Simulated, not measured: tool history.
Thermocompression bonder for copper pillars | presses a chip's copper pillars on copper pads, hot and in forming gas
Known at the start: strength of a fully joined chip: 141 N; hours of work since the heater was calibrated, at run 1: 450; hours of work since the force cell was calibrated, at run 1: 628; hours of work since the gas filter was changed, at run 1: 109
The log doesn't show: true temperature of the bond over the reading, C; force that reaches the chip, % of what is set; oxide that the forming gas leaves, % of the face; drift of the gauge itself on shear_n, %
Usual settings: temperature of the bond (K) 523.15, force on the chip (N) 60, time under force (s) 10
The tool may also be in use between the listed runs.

| run | hour | temperature of the bond (K) | force on the chip (N) | time under force (s) | hours of work since the heater was calibrated | hours of work since the force cell was calibrated | hours of work since the gas filter was changed | force that shears a chip off (N) |
|---|---|---|---|---|---|---|---|---|
| 1 | 0.0 | 523.15 | 60 | 10 | 450 | 628 | 109 | 53.1 |
| 2 | 69.1 | 523.15 | 39 | 10 | 496 | 674 | 156 | 39.5 |
| 3 | 114.6 | 523.15 | 38 | 10 | 526 | 705 | 186 | 38.9 |
| 4 | 159.6 | 523.15 | 38 | 10 | 557 | 735 | 216 | 39.0 |
|  | 180.4 | heater calibrated with a thermocouple chip |
| 5 | 194.3 | 523.15 | 38 | 10 | 9 | 757 | 238 | 39.1 |
| 6 | 237.3 | 523.15 | 60 | 8 | 38 | 786 | 267 | 49.0 |
| 7 | 281.5 | 523.15 | 60 | 8 | 68 | 816 | 297 | 48.8 |
| 8 | 335.6 | 523.15 | 60 | 8 | 104 | 852 | 333 | 48.9 |
| 9 | 381.0 | 523.15 | 60 | 8 | 135 | 882 | 363 | 48.9 |
| 10 | 451.7 | 523.15 | 60 | 10 | 182 | 930 | 411 | 53.8 |
|  | 485.0 | force cell calibrated |
| 11 | 486.2 | 523.15 | 60 | 10 | 204 | 1 | 433 | 53.9 |
| 12 | 519.3 | 523.15 | 60 | 10 | 226 | 23 | 455 | 53.3 |
|  | 570.6 | forming gas filter changed |
| 13 | 592.4 | 523.15 | 60 | 10 | 275 | 72 | 15 | 54.0 |
| 14 | 641.0 | 523.15 | 66 | 10 | 308 | 104 | 47 | 57.3 |
|  | 647.8 | gauge calibrated |
| 15 | 719.0 | 523.15 | 66 | 10 | 360 | 157 | 100 | 56.3 |
| 16 | 755.7 | 523.15 | 66 | 10 | 385 | 181 | 124 | 56.0 |
| 17 | 815.5 | 523.15 | 60 | 7 | 425 | 222 | 164 | 46.1 |
| 18 | 872.3 | 523.15 | 60 | 7 | 463 | 260 | 202 | 46.0 |
| 19 | 939.5 | 541.15 | 60 | 10 | 508 | 305 | 248 | 71.7 |
| 20 | 975.5 | 541.15 | 60 | 10 | 532 | 329 | 272 | 71.3 |
|  | 1031.1 | heater calibrated with a thermocouple chip |
| 21 | 1039.9 | 541.15 | 60 | 8 | 6 | 371 | 314 | 66.7 |
| 22 | 1099.4 | 495.15 | 41 | 6 | 46 | 411 | 354 | 17.9 |
| 23 | 1146.2 | 495.15 | 41 | 6 | 77 | 442 | 385 | 18.2 |
| 24 | 1199.0 | 532.15 | 76 | 5 | 113 | 477 | 420 | 56.2 |
| 25 | 1277.6 | 532.15 | 76 | 5 | 165 | 530 | 473 | 56.6 |
|  | 1303.6 | forming gas filter changed |
| 26 | 1320.8 | 523.15 | 60 | 25 | 194 | 559 | 12 | 76.0 |
| 27 | 1399.0 | 502.15 | 60 | 5 | 246 | 611 | 64 | 26.2 |
| 28 | 1449.9 | 502.15 | 60 | 5 | 281 | 646 | 98 | 26.4 |
| 29 | 1520.2 | 502.15 | 60 | 5 | 328 | 693 | 145 | 26.5 |
| 30 | 1558.5 | 502.15 | 60 | 5 | 354 | 718 | 171 | 26.6 |
| 31 | 1591.5 | 523.15 | 60 | 18 | 376 | 741 | 193 | 68.4 |
| 32 | 1661.9 | 524.15 | 39 | 22 | 423 | 788 | 240 | 57.7 |
| 33 | 1718.2 | 524.15 | 39 | 22 | 461 | 826 | 278 | 58.3 |
| 34 | 1773.6 | 524.15 | 39 | 22 | 498 | 863 | 315 | 58.1 |
| 35 | 1851.3 | 523.15 | 56 | 15 | 550 | 915 | 368 | 61.9 |
|  | 1881.5 | heater calibrated with a thermocouple chip |
| 36 | 1890.5 | 523.15 | 56 | 15 | 6 | 940 | 393 | 62.7 |
|  | 1909.0 | force cell calibrated |
| 37 | 1952.6 | 506.15 | 65 | 19 | 47 | 29 | 433 | 55.3 |
| 38 | 2001.0 | 506.15 | 65 | 19 | 79 | 62 | 466 | 55.2 |
|  | 2037.9 | forming gas filter changed |
| 39 | 2038.7 | 502.15 | 42 | 15 | 104 | 87 | 1 | 34.1 |

Hidden state or all else? Some run-to-run changes of force that shears a chip off (N), split into what the settings, what came in and random variation would give without the hidden state, and what is left for the hidden state (with any gauge scatter that isn't in both results):
Run 14 -> 15: gauge calibrated. force that shears a chip off (N) -1.0: hidden state -1.4, all else +0.4.
Run 21 -> 22: temperature of the bond (K) 541.15 -> 495.15, force on the chip (N) 60 -> 41, time under force (s) 8 -> 6. force that shears a chip off (N) -48.8: hidden state -0.8, all else -48.0.
Run 26 -> 27: temperature of the bond (K) 523.15 -> 502.15, time under force (s) 25 -> 5. force that shears a chip off (N) -49.8: hidden state -1.4, all else -48.4.
Run 30 -> 31: temperature of the bond (K) 502.15 -> 523.15, time under force (s) 5 -> 18. force that shears a chip off (N) +41.8: hidden state +1.8, all else +40.0.

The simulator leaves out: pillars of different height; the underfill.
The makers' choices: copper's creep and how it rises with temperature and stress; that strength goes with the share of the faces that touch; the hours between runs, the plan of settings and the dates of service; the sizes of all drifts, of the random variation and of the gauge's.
